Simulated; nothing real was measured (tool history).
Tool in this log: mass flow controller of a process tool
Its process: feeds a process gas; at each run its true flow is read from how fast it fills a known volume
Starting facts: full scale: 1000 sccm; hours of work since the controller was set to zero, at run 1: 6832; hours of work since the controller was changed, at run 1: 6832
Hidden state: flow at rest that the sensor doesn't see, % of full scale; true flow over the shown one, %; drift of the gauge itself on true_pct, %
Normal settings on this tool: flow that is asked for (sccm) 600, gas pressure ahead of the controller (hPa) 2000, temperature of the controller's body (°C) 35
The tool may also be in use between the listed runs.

| run | hour | flow that is asked for (sccm) | gas pressure ahead of the controller (hPa) | temperature of the controller's body (°C) | hours of work since the controller was set to zero | hours of work since the controller was changed | true flow (%) |
|---|---|---|---|---|---|---|---|
| 1 | 0.0 | 600 | 2000 | 35 | 6832 | 6832 | 98.96 |
| 2 | 282.9 | 600 | 2000 | 35 | 7022 | 7022 | 98.96 |
| 3 | 675.7 | 275 | 2000 | 35 | 7285 | 7285 | 98.47 |
| 4 | 1227.4 | 275 | 2000 | 35 | 7655 | 7655 | 98.49 |
| 5 | 1762.1 | 275 | 1420 | 35 | 8013 | 8013 | 98.53 |
| 6 | 1993.3 | 600 | 2000 | 35 | 8168 | 8168 | 98.32 |
| 7 | 2409.4 | 600 | 2000 | 35 | 8447 | 8447 | 98.38 |
|  | 2801.6 | controller's zero set anew |
| 8 | 2801.6 | 600 | 2000 | 35 | 0 | 8710 | 98.32 |
|  | 2921.9 | controller exchanged for a calibrated one |
| 9 | 3090.3 | 600 | 2120 | 20 | 113 | 113 | 99.33 |
| 10 | 3515.8 | 600 | 2120 | 20 | 398 | 398 | 99.19 |
| 11 | 4039.7 | 600 | 2120 | 20 | 749 | 749 | 99.04 |
| 12 | 4384.6 | 600 | 1830 | 36 | 981 | 981 | 97.90 |
| 13 | 4906.4 | 600 | 1830 | 36 | 1330 | 1330 | 97.82 |
| 14 | 5244.7 | 756 | 2450 | 35 | 1557 | 1557 | 97.52 |
| 15 | 5589.6 | 186 | 2000 | 21 | 1789 | 1789 | 98.47 |

Some steps in true flow (%) between neighbouring runs. How much of each would the tool show without its hidden state too (settings, what came in, random variation), and how much is left for the hidden state, with any gauge scatter that isn't in both results?
Run 3 -> 4: settings left as they were, no log entry in between. true flow (%) +0.02: hidden state -0.14, all else +0.16.
Run 11 -> 12: gas pressure ahead of the controller (hPa) 2120 -> 1830, temperature of the controller's body (°C) 20 -> 36. true flow (%) -1.14: hidden state -0.08, all else -1.06.

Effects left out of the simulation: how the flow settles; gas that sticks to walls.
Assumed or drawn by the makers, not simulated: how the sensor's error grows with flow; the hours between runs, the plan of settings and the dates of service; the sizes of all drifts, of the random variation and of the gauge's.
